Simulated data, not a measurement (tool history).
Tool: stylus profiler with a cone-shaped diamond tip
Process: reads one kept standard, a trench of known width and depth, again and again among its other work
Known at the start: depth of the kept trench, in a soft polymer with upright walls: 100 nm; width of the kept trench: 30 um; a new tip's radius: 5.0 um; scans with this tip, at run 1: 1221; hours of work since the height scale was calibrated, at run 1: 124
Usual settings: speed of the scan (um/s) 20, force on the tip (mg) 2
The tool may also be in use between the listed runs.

run   hour  speed of the scan (um/s)  force on the tip (mg)  scans with this tip  hours of work since the height scale was calibrated  depth of the trench (angstrom)  width of the trench's floor (nm)
  1      0                        20                      2                 1221                                                  124                          1010.4                             27850
  2   26.9                        20                      2                 1354                                                  138                          1010.3                             27900
  3   45.5                        20                      2                 1446                                                  147                          1010.7                             27810
  4   66.9                        20                      2                 1552                                                  158                          1010.6                             27900
  5   95.2                        50                      2                 1692                                                  172                          1011.3                             27640
  6  120.5                        50                      2                 1818                                                  185                            1011                             27660
  7  134.7                        20                      2                 1888                                                  192                          1010.1                             27840
  8  163.1                        20                      2                 2028                                                  207                          1010.3                             27880
  9  175.2                        20                      2                 2088                                                  213                            1010                             27870
 10  192.8                        20                      2                 2175                                                  222                          1010.7                             27890
 11  211.2                        20                   0.72                 2266                                                  231                          1004.8                             27760
 12  237.7                        20                      2                 2397                                                  244                          1010.8                             27840
 13  249.7                        20                   1.15                 2457                                                  250                          1007.4                             27830
 14  264.6                        20                      2                 2530                                                  258                          1011.2                             27870
 15  277.4                        20                      2                 2594                                                  264                          1010.9                             27900
 16    306                        20                   5.06                 2735                                                  279                          1019.2                             27910
 17  332.1                        20                   5.06                 2865                                                  292                            1020                             27910
 18  357.5                        20                   5.06                 2990                                                  305                          1019.8                             27950
 19  376.6                        20                   5.06                 3085                                                  314                          1020.3                             27900
 20  397.9                        20                   5.06                 3190                                                  325                          1019.9                             27890
 21  416.5                        20                      2                 3282                                                  334                          1010.5                             27870
 22  431.9                        20                      2                 3359                                                  342                          1010.3                             27830
 23    455                        29                      2                 3473                                                  354                          1010.1                             27770
 24  481.3                        15                   2.76                 3603                                                  367                          1013.6                             27900
 25  508.8                        15                   2.76                 3739                                                  381                          1013.3                             27930
 26  526.1                        22                   2.24                 3825                                                  390                          1011.4                             27850
 27  548.6                        22                   2.24                 3936                                                  401                          1011.3                             27850
 28  571.4                        12                      2                 4049                                                  412                          1010.5                             27910
 29  591.6                        13                   3.12                 4149                                                  423                          1013.9                             27890
 30    606                        13                   3.12                 4220                                                  430                          1014.5                             27930
 31  629.5                        13                   1.58                 4336                                                  442                          1009.2                             27890
 32    650                        13                   0.94                 4438                                                  452                          1006.8                             27850
 33    670                        13                   0.94                 4537                                                  462                          1006.5                             27890
 34  692.4                        13                   0.94                 4648                                                  473                          1006.9                             27880
 35    721                         7                   0.77                 4789                                                  488                            1005                             27910
 36  743.2                         7                   0.77                 4899                                                  499                          1005.8                             27930
 37    770                         7                   2.13                 5032                                                  512                          1011.1                             27920
 38    794                         7                   2.13                 5150                                                  525                          1010.9                             27970
 39  814.8                         8                   2.15                 5253                                                  535                          1011.2                             27880
 40  835.1                         8                   2.15                 5354                                                  545                          1011.3                             27980
 41  858.8                         8                   2.15                 5471                                                  557                          1011.1                             27950
 42  878.3                        14                   2.96                 5568                                                  567                          1013.8                             27890
 43    893                        15                      2                 5640                                                  574                          1010.9                             27900
 44    909                         7                   1.51                 5719                                                  583                          1009.1                             27950
 45  924.1                         7                   1.51                 5794                                                  590                          1008.5                             27910
 46  950.2                        38                   1.38                 5923                                                  603                          1008.4                             27670

4 ways to go on from here, each from the tool as it stands after run 46. What would each give?
  A  971.4                         9                   3.32                 6028                                                  614                               ?                                 ?
  B  971.4                        59                   1.37                 6028                                                  614                               ?                                 ?
  C  971.4                         6                   5.95                 6028                                                  614                               ?                                 ?
  D  971.4                        20                   0.73                 6028                                                  614                               ?                                 ?

run  depth of the trench (angstrom)  width of the trench's floor (nm)
  A                            1015                             27920
  B                          1008.4                             27540
  C                            1022                             27920
  D                            1005                             27780
Without the tool's hidden state the same runs would have given:
run  depth of the trench (angstrom)  width of the trench's floor (nm)
  A                            1015                             27940
  B                          1008.5                             27560
  C                            1022                             27940
  D                            1005                             27800

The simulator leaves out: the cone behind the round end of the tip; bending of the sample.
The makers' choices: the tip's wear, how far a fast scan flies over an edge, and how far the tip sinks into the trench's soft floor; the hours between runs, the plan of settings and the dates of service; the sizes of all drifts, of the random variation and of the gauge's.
